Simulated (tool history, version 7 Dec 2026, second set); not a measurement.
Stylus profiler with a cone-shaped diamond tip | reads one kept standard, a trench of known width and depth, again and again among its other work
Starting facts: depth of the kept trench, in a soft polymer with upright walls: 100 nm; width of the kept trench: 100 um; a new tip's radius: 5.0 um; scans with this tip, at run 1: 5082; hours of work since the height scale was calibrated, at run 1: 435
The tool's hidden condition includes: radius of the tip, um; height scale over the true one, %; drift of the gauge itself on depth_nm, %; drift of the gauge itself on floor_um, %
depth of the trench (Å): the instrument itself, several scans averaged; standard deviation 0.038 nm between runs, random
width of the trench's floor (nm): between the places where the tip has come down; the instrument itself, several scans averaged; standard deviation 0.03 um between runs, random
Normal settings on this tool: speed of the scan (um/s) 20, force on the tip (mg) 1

run,day,speed of the scan (um/s),force on the tip (mg),scans with this tip,hours of work since the height scale was calibrated,depth of the trench (Å),width of the trench's floor (nm)
1,0,20,1,5082,435,1002.5,97350
2,3.362,20,1,5655,484,1001.6,97360
3,6.538,20,1,6196,531,1001.6,97250
4,10.592,23,1,6887,590,1001.6,97210
5,16.012,20,1,7811,669,1001.2,97140
6,19.725,20,1,8444,723,1000.7,97140
7,23.433,20,2.46,9076,777,1003.4,97090
# day 25.708: height scale calibrated on a step standard
8,28.838,20,2.46,9993,46,1005.8,97030
9,33.788,20,2.46,10837,118,1005,97030
10,38.162,20,2.46,11582,182,1005.1,96950
11,41.992,20,2.46,12235,238,1005,96890
12,46.292,20,2.46,12968,300,1005.3,96900
13,50.671,20,2.46,13714,364,1004.5,96830
14,53.038,20,2.46,14117,399,1004.5,96790
15,57.058,20,2.46,14803,458,1004.3,96760
16,61.042,7,2.46,15481,516,1004.3,96800
17,64.5,31,0.4,16070,566,1000.6,96550
18,68.229,31,0.4,16706,621,1000.3,96470
19,73.567,31,0.37,17616,699,1000.1,96380
20,77.196,59,2.51,18234,752,1003.8,96440
# day 81.321: height scale calibrated on a step standard
21,82.429,59,2.51,19123,16,1004.8,96370
22,85.975,13,1.38,19727,68,1003.9,96500
23,88.558,55,0.41,20167,106,1000.9,96070
24,92.45,70,2.16,20830,162,1003.9,96250

Each row is a separate what-if for the run after 24, all from the same tool condition, not one after another. Results?
A,95.725,38,0.57,21389,210,?,?
B,95.725,23,2.59,21389,210,?,?
C,95.725,9,0.41,21389,210,?,?
D,95.725,8,1.28,21389,210,?,?

run,depth of the trench (Å),width of the trench's floor (nm)
A,1000.7,96200
B,1004.8,96380
C,1000.7,96360
D,1002.9,96420
With no hidden state in the tool, these same runs would have given:
run,depth of the trench (Å),width of the trench's floor (nm)
A,1001.3,97760
B,1005.5,97940
C,1001.4,97920
D,1003.6,97990
